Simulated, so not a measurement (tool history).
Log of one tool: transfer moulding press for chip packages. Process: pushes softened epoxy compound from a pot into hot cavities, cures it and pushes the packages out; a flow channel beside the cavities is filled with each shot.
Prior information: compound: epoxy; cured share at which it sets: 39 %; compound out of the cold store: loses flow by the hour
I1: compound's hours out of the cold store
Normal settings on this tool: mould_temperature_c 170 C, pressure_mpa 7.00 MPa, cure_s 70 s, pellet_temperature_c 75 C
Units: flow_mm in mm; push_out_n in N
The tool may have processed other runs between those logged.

Run 1, hour 0.0: usual settings; I1 43.4. Result: flow_mm 784 mm, push_out_n 350 N.
Run 2, hour 47.3: usual settings; I1 41.6. Result: flow_mm 788 mm, push_out_n 594 N.
At hour 61.1: cavities cleaned with cleaning compound and waxed.
Run 3, hour 101.9: usual settings; I1 17.0. Result: flow_mm 871 mm, push_out_n 569 N.
At hour 123.5: cavities cleaned with cleaning compound and waxed.
Run 4, hour 145.8: usual settings; I1 46.4. Result: flow_mm 762 mm, push_out_n 483 N.
At hour 187.1: cavities cleaned with cleaning compound and waxed.
At hour 204.8: plunger's sealing rings changed.
Run 5, hour 215.8: usual settings; I1 45.1. Result: flow_mm 797 mm, push_out_n 468 N.
At hour 249.8: cavities cleaned with cleaning compound and waxed.
Run 6, hour 274.6: usual settings; I1 35.6. Result: flow_mm 822 mm, push_out_n 501 N.
Run 7, hour 306.3: usual settings; I1 39.8. Result: flow_mm 802 mm, push_out_n 585 N.
At hour 314.0: cavities cleaned with cleaning compound and waxed.
Run 8, hour 362.6: usual settings but pressure_mpa 7.81 MPa; I1 25.6. Result: flow_mm 898 mm, push_out_n 605 N.
At hour 378.1: cavities cleaned with cleaning compound and waxed.
Run 9, hour 408.8: usual settings; I1 30.6. Result: flow_mm 830 mm, push_out_n 509 N.
At hour 439.5: cavities cleaned with cleaning compound and waxed.
Run 10, hour 457.5: usual settings; I1 10.3. Result: flow_mm 906 mm, push_out_n 453 N.
At hour 470.9: mould's thermocouples calibrated.
At hour 504.4: cavities cleaned with cleaning compound and waxed.
Run 11, hour 507.2: usual settings; I1 39.4. Result: flow_mm 792 mm, push_out_n 391 N.
Run 12, hour 550.7: usual settings but pressure_mpa 5.33 MPa; I1 20.4. Result: flow_mm 751 mm, push_out_n 610 N.
At hour 568.3: cavities cleaned with cleaning compound and waxed.
Run 13, hour 608.2: usual settings; I1 41.1. Result: flow_mm 781 mm, push_out_n 561 N.
At hour 629.4: cavities cleaned with cleaning compound and waxed.
At hour 636.5: plunger's sealing rings changed.
Run 14, hour 652.3: usual settings but pellet_temperature_c 79 C; I1 28.2. Result: flow_mm 858 mm, push_out_n 509 N.
At hour 691.4: cavities cleaned with cleaning compound and waxed.
Run 15, hour 711.9: usual settings but pressure_mpa 7.02 MPa, pellet_temperature_c 72 C; I1 10.8. Result: flow_mm 924 mm, push_out_n 496 N.
At hour 752.0: cavities cleaned with cleaning compound and waxed.
Run 16, hour 771.7: usual settings but mould_temperature_c 171 C, pellet_temperature_c 65 C; I1 24.3. Result: flow_mm 857 mm, push_out_n 478 N.
At hour 814.3: cavities cleaned with cleaning compound and waxed.
Run 17, hour 829.8: usual settings but mould_temperature_c 171 C, cure_s 99 s, pellet_temperature_c 65 C; I1 8.5. Result: flow_mm 918 mm, push_out_n 386 N.
At hour 874.5: cavities cleaned with cleaning compound and waxed.
Run 18, hour 876.8: usual settings but pellet_temperature_c 76 C; I1 45.6. Result: flow_mm 773 mm, push_out_n 360 N.
Run 19, hour 912.0: usual settings but pressure_mpa 8.17 MPa; I1 42.3. Result: flow_mm 848 mm, push_out_n 546 N.
At hour 936.2: cavities cleaned with cleaning compound and waxed.
Run 20, hour 947.1: usual settings but pressure_mpa 8.17 MPa; I1 31.3. Result: flow_mm 885 mm, push_out_n 422 N.
Run 21, hour 975.5: usual settings but pressure_mpa 8.17 MPa, pellet_temperature_c 74 C; I1 38.1. Result: flow_mm 855 mm, push_out_n 558 N.
At hour 1000.7: cavities cleaned with cleaning compound and waxed.
Run 22, hour 1009.4: usual settings but pressure_mpa 8.17 MPa, pellet_temperature_c 74 C; I1 13.1. Result: flow_mm 954 mm, push_out_n 432 N.
Run 23, hour 1046.0: usual settings but mould_temperature_c 171 C, pressure_mpa 8.17 MPa, pellet_temperature_c 72 C; I1 26.1. Result: flow_mm 894 mm, push_out_n 565 N.
At hour 1063.6: plunger's sealing rings changed.
At hour 1065.1: cavities cleaned with cleaning compound and waxed.
Run 24, hour 1086.1: usual settings but mould_temperature_c 171 C, pressure_mpa 8.17 MPa, pellet_temperature_c 72 C; I1 12.7. Result: flow_mm 990 mm, push_out_n 477 N.
At hour 1126.2: cavities cleaned with cleaning compound and waxed.
Run 25, hour 1142.6: usual settings but mould_temperature_c 171 C, pressure_mpa 8.17 MPa, pellet_temperature_c 72 C; I1 28.4. Result: flow_mm 919 mm, push_out_n 449 N.
At hour 1188.5: cavities cleaned with cleaning compound and waxed.
Run 26, hour 1189.1: usual settings but mould_temperature_c 171 C, pressure_mpa 8.17 MPa, pellet_temperature_c 72 C; I1 9.5. Result: flow_mm 993 mm, push_out_n 374 N.
Run 27, hour 1245.4: usual settings but mould_temperature_c 171 C, pressure_mpa 8.17 MPa, pellet_temperature_c 72 C; I1 28.0. Result: flow_mm 909 mm, push_out_n 612 N.

Branching from run 27: 3 alternative next runs. What would each branch give?
At hour 1251.6: cavities cleaned with cleaning compound and waxed.
Run A, hour 1275.0: usual settings but mould_temperature_c 167 C, pressure_mpa 8.17 MPa, cure_s 58 s, pellet_temperature_c 84 C; I1 10.3. Result: flow_mm ?, push_out_n ?.
At hour 1251.6: cavities cleaned with cleaning compound and waxed.
Run B, hour 1275.0: usual settings but pressure_mpa 7.47 MPa, pellet_temperature_c 84 C; I1 21.8. Result: flow_mm ?, push_out_n ?.
At hour 1251.6: cavities cleaned with cleaning compound and waxed.
Run C, hour 1275.0: usual settings but mould_temperature_c 162 C, pressure_mpa 6.83 MPa, pellet_temperature_c 76 C; I1 29.6. Result: flow_mm ?, push_out_n ?.

run  flow_mm  push_out_n
  A      999         862
  B      896         494
  C      859         766
With no hidden state in the tool, these same runs would have given:
run  flow_mm  push_out_n
  A     1024         655
  B      919         368
  C      880         582
